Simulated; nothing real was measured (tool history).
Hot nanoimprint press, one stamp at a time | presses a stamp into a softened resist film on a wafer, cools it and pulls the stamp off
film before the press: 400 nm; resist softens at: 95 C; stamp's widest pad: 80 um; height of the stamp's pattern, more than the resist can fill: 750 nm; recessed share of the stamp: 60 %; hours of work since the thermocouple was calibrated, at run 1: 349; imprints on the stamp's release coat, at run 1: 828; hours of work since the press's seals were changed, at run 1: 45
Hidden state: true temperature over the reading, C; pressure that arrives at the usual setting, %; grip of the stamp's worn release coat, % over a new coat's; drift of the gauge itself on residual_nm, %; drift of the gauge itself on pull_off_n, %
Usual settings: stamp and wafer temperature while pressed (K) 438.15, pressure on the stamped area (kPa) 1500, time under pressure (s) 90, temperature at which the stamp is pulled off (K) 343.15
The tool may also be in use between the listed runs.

| run | hour | stamp and wafer temperature while pressed (K) | pressure on the stamped area (kPa) | time under pressure (s) | temperature at which the stamp is pulled off (K) | hours of work since the thermocouple was calibrated | imprints on the stamp's release coat | hours of work since the press's seals were changed | resist left under the stamp's widest pad (Å) | greatest force while the stamp is pulled off (N) |
|---|---|---|---|---|---|---|---|---|---|---|
| 1 | 0 | 438.15 | 1500 | 90 | 343.15 | 349 | 828 | 45 | 1551 | 177 |
| 2 | 6.9 | 438.15 | 1500 | 81 | 343.15 | 352 | 846 | 48 | 1607 | 171 |
| 3 | 16.1 | 438.15 | 1500 | 49 | 343.15 | 356 | 870 | 52 | 1902 | 180 |
| 4 | 22.6 | 438.15 | 1500 | 49 | 343.15 | 359 | 887 | 54 | 1896 | 180 |
| 5 | 27.2 | 438.15 | 1500 | 90 | 343.15 | 361 | 899 | 56 | 1540 | 179 |
| 6 | 34.9 | 438.15 | 1600 | 90 | 343.15 | 364 | 919 | 60 | 1472 | 183 |
| 7 | 42.1 | 449.15 | 1890 | 82 | 343.15 | 367 | 938 | 63 | 855 | 181 |
| 8 | 49.5 | 441.15 | 1890 | 91 | 347.15 | 370 | 957 | 66 | 1176 | 175 |
| 9 | 54.7 | 441.15 | 1890 | 91 | 347.15 | 372 | 971 | 68 | 1159 | 174 |
| 10 | 64.6 | 434.15 | 1500 | 90 | 343.15 | 377 | 997 | 72 | 1838 | 178 |

Consider 3 possible next runs. They are alternatives, not a sequence: every one starts from the tool as it was left by run 10. What does each give?
| A | 69.9 | 430.15 | 1320 | 90 | 345.15 | 379 | 1011 | 75 | ? | ? |
| B | 69.9 | 434.15 | 1230 | 83 | 347.15 | 379 | 1011 | 75 | ? | ? |
| C | 69.9 | 438.15 | 1500 | 149 | 340.15 | 379 | 1011 | 75 | ? | ? |

| run | resist left under the stamp's widest pad (Å) | greatest force while the stamp is pulled off (N) |
|---|---|---|
| A | 2360 | 180 |
| B | 2106 | 183 |
| C | 1279 | 184 |
Take away the tool's hidden state, keep each run's random variation, and the runs would have read:
| run | resist left under the stamp's widest pad (Å) | greatest force while the stamp is pulled off (N) |
|---|---|---|
| A | 2505 | 133 |
| B | 2240 | 135 |
| C | 1371 | 136 |

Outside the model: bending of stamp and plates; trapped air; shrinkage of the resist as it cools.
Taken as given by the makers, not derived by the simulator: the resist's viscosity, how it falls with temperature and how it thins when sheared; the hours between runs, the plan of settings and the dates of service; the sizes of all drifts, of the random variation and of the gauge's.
